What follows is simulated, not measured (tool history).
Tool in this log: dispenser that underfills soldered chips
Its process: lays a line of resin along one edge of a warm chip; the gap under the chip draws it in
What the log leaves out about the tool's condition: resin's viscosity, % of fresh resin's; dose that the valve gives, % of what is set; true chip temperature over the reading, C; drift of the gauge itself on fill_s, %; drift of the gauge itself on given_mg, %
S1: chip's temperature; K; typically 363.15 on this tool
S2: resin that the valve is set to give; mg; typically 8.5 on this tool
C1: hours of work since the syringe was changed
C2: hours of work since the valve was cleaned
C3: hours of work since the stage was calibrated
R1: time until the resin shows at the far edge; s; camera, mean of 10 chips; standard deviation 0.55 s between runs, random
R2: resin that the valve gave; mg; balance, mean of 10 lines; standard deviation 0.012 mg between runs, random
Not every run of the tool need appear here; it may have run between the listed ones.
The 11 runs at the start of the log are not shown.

{"run": 12, "hour": 45.8, "S1": 358.15, "S2": 10.97, "C1": 5, "C2": 21, "C3": 112, "R1": 66.6, "R2": 10.86}
{"hour": 48.4, "done": "new syringe of resin"}
{"run": 13, "hour": 48.8, "S1": 356.15, "S2": 8.5, "C1": 0, "C2": 23, "C3": 114, "R1": 62.6, "R2": 8.4}
{"run": 14, "hour": 54.0, "S1": 356.15, "S2": 8.5, "C1": 4, "C2": 27, "C3": 118, "R1": 70.8, "R2": 8.38}
{"hour": 58.4, "done": "new syringe of resin"}
{"run": 15, "hour": 59.3, "S1": 356.15, "S2": 8.5, "C1": 1, "C2": 31, "C3": 121, "R1": 60.9, "R2": 8.36}
{"run": 16, "hour": 64.3, "S1": 356.15, "S2": 9.03, "C1": 4, "C2": 34, "C3": 125, "R1": 70.4, "R2": 8.88}
{"hour": 68.4, "done": "new syringe of resin"}
{"run": 17, "hour": 70.1, "S1": 363.15, "S2": 8.5, "C1": 1, "C2": 38, "C3": 129, "R1": 48, "R2": 8.34}
{"run": 18, "hour": 74.8, "S1": 353.15, "S2": 8.5, "C1": 5, "C2": 42, "C3": 133, "R1": 83.5, "R2": 8.34}
{"hour": 78.3, "done": "new syringe of resin"}
{"run": 19, "hour": 78.5, "S1": 353.15, "S2": 8.5, "C1": 0, "C2": 44, "C3": 135, "R1": 69, "R2": 8.35}
{"run": 20, "hour": 83.2, "S1": 353.15, "S2": 8.5, "C1": 4, "C2": 48, "C3": 139, "R1": 77.1, "R2": 8.32}
{"hour": 88.0, "done": "new syringe of resin"}
{"run": 21, "hour": 89.0, "S1": 367.15, "S2": 7.99, "C1": 1, "C2": 52, "C3": 143, "R1": 39.9, "R2": 7.79}
{"run": 22, "hour": 93.9, "S1": 375.15, "S2": 8.72, "C1": 4, "C2": 56, "C3": 146, "R1": 34.2, "R2": 8.51}
{"run": 23, "hour": 97.0, "S1": 356.15, "S2": 8.86, "C1": 7, "C2": 58, "C3": 149, "R1": 76.1, "R2": 8.62}
{"hour": 97.7, "done": "new syringe of resin"}
{"hour": 99.8, "done": "dispensing valve cleaned and set on the balance"}
{"run": 24, "hour": 101.1, "S1": 376.15, "S2": 8.24, "C1": 2, "C2": 1, "C3": 151, "R1": 29.7, "R2": 8.25}
{"run": 25, "hour": 103.7, "S1": 372.15, "S2": 8.83, "C1": 4, "C2": 3, "C3": 153, "R1": 37.4, "R2": 8.84}
{"run": 26, "hour": 106.5, "S1": 355.15, "S2": 8.95, "C1": 6, "C2": 5, "C3": 155, "R1": 79.4, "R2": 8.96}
{"hour": 108.3, "done": "new syringe of resin"}
{"run": 27, "hour": 111.0, "S1": 363.15, "S2": 7.49, "C1": 2, "C2": 8, "C3": 158, "R1": 52.1, "R2": 7.49}
{"run": 28, "hour": 115.6, "S1": 366.15, "S2": 9.3, "C1": 5, "C2": 12, "C3": 161, "R1": 48.1, "R2": 9.27}
{"hour": 118.1, "done": "new syringe of resin"}
{"run": 29, "hour": 120.8, "S1": 361.15, "S2": 8.1, "C1": 2, "C2": 15, "C3": 165, "R1": 53.3, "R2": 8.08}
{"run": 30, "hour": 123.7, "S1": 365.15, "S2": 9.37, "C1": 4, "C2": 17, "C3": 167, "R1": 49, "R2": 9.33}
{"hour": 127.8, "done": "new syringe of resin"}
{"run": 31, "hour": 129.5, "S1": 360.15, "S2": 7.24, "C1": 1, "C2": 21, "C3": 171, "R1": 56.3, "R2": 7.19}
{"run": 32, "hour": 133.5, "S1": 360.15, "S2": 7.24, "C1": 4, "C2": 24, "C3": 174, "R1": 62.5, "R2": 7.2}
{"run": 33, "hour": 136.0, "S1": 363.15, "S2": 8.5, "C1": 6, "C2": 26, "C3": 176, "R1": 57.5, "R2": 8.42}
{"hour": 137.6, "done": "new syringe of resin"}
{"run": 34, "hour": 140.0, "S1": 371.15, "S2": 8.73, "C1": 2, "C2": 29, "C3": 179, "R1": 35.2, "R2": 8.64}
{"run": 35, "hour": 143.9, "S1": 357.15, "S2": 8.73, "C1": 5, "C2": 32, "C3": 182, "R1": 68.9, "R2": 8.6}

Run 36 comes next. What will it give?
{"hour": 147.5, "done": "new syringe of resin"}
{"run": 36, "hour": 148.3, "S1": 364.15, "S2": 7.74, "C1": 1, "C2": 35, "C3": 185, "R1": "?", "R2": "?"}

{"run 36": {"R1": 46.6, "R2": 7.62}}
Take away the tool's hidden state, keep the run-to-run variation as it was, and the same run would have given R1 44 s, R2 7.72 mg.
